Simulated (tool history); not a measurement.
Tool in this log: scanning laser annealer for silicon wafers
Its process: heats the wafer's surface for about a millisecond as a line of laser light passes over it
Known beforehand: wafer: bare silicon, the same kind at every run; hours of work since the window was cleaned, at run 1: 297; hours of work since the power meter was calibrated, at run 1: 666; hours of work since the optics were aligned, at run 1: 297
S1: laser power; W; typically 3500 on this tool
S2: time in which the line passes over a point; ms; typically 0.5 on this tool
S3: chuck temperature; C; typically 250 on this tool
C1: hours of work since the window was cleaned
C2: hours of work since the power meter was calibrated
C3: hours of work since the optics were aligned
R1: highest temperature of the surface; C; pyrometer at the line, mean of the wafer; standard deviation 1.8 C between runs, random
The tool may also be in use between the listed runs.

run	hour	S1	S2	S3	C1	C2	C3	R1
1	0	3500	0.5	250	297	666	297	1061
2	42.1	3500	0.42	250	315	684	315	994
3	87.7	3500	0.42	250	335	704	335	995
4	121.1	3500	0.42	250	349	718	349	993
5	175.2	3286	0.5	250	373	742	373	1005
6	238.2	3032	0.379	283	400	769	400	887
7	266.7	3705	0.537	271	412	781	412	1161
8	300.5	3705	0.537	271	426	796	426	1163
9	363.1	3190	0.493	259	453	822	453	981
10	410.8	3382	0.493	259	474	843	474	1033

Branching from run 10: 4 alternative next runs. What would each branch give?
A	465.7	3382	0.493	245	498	867	498	?
B	465.7	3828	0.416	275	498	867	498	?
C	465.7	3274	0.45	213	498	867	498	?
D	465.7	3016	0.491	249	498	867	498	?

run	R1
A	1018
B	1093
C	928
D	932
With the hidden condition removed and each run's random variation left untouched, the same runs would have given:
run	R1
A	1018
B	1094
C	929
D	932

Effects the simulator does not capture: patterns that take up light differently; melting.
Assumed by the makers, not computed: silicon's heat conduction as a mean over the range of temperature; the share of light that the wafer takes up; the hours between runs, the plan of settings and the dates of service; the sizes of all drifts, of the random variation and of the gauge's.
